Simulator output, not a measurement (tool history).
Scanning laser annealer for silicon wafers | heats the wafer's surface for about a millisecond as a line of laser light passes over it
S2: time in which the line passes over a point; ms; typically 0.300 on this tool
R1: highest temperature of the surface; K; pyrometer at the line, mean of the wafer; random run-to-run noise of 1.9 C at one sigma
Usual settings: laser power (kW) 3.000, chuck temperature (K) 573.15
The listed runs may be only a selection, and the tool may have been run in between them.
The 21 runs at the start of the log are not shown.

{"run": 22, "hour": 452.1, "laser power (kW)": 3.0, "S2": 0.364, "chuck temperature (K)": 602.15, "R1": 1475.15}
{"run": 23, "hour": 481.2, "laser power (kW)": 3.238, "S2": 0.378, "chuck temperature (K)": 557.15, "R1": 1532.15}
{"run": 24, "hour": 501.9, "laser power (kW)": 3.238, "S2": 0.378, "chuck temperature (K)": 557.15, "R1": 1530.15}
{"run": 25, "hour": 529.3, "laser power (kW)": 2.734, "S2": 0.243, "chuck temperature (K)": 573.15, "R1": 1224.15}
{"run": 26, "hour": 549.1, "laser power (kW)": 2.734, "S2": 0.243, "chuck temperature (K)": 573.15, "R1": 1226.15}
{"run": 27, "hour": 562.2, "laser power (kW)": 2.734, "S2": 0.263, "chuck temperature (K)": 573.15, "R1": 1247.15}
{"run": 28, "hour": 577.4, "laser power (kW)": 2.734, "S2": 0.263, "chuck temperature (K)": 573.15, "R1": 1250.15}
{"run": 29, "hour": 598.8, "laser power (kW)": 2.734, "S2": 0.263, "chuck temperature (K)": 573.15, "R1": 1249.15}
{"run": 30, "hour": 622.2, "laser power (kW)": 2.734, "S2": 0.263, "chuck temperature (K)": 573.15, "R1": 1249.15}
{"run": 31, "hour": 653.3, "laser power (kW)": 2.734, "S2": 0.212, "chuck temperature (K)": 538.15, "R1": 1154.15}
{"run": 32, "hour": 681.2, "laser power (kW)": 2.734, "S2": 0.212, "chuck temperature (K)": 538.15, "R1": 1154.15}
{"run": 33, "hour": 705.2, "laser power (kW)": 3.0, "S2": 0.3, "chuck temperature (K)": 534.15, "R1": 1334.15}
{"run": 34, "hour": 736.6, "laser power (kW)": 2.998, "S2": 0.232, "chuck temperature (K)": 592.15, "R1": 1307.15}
{"run": 35, "hour": 764.2, "laser power (kW)": 2.998, "S2": 0.232, "chuck temperature (K)": 592.15, "R1": 1305.15}
{"run": 36, "hour": 779.8, "laser power (kW)": 2.998, "S2": 0.232, "chuck temperature (K)": 592.15, "R1": 1307.15}
{"run": 37, "hour": 803.7, "laser power (kW)": 3.037, "S2": 0.232, "chuck temperature (K)": 592.15, "R1": 1316.15}
{"run": 38, "hour": 817.5, "laser power (kW)": 2.557, "S2": 0.272, "chuck temperature (K)": 573.15, "R1": 1202.15}
{"run": 39, "hour": 846.9, "laser power (kW)": 3.0, "S2": 0.3, "chuck temperature (K)": 600.15, "R1": 1395.15}
{"run": 40, "hour": 872.4, "laser power (kW)": 2.621, "S2": 0.22, "chuck temperature (K)": 548.15, "R1": 1136.15}

Branching from run 40: 4 alternative next runs. What would each branch give?
{"run": "A", "hour": 887.0, "laser power (kW)": 3.102, "S2": 0.217, "chuck temperature (K)": 550.15, "R1": "?"}
{"run": "B", "hour": 887.0, "laser power (kW)": 2.639, "S2": 0.371, "chuck temperature (K)": 584.15, "R1": "?"}
{"run": "C", "hour": 887.0, "laser power (kW)": 3.0, "S2": 0.369, "chuck temperature (K)": 573.15, "R1": "?"}
{"run": "D", "hour": 887.0, "laser power (kW)": 3.0, "S2": 0.3, "chuck temperature (K)": 601.15, "R1": "?"}

run=A R1=1272.15
run=B R1=1328.15
run=C R1=1441.15
run=D R1=1396.15
The same runs, with their run-to-run variation unchanged, on a tool lacking any hidden condition would have given:
run=A R1=1301.15
run=B R1=1358.15
run=C R1=1476.15
run=D R1=1428.15
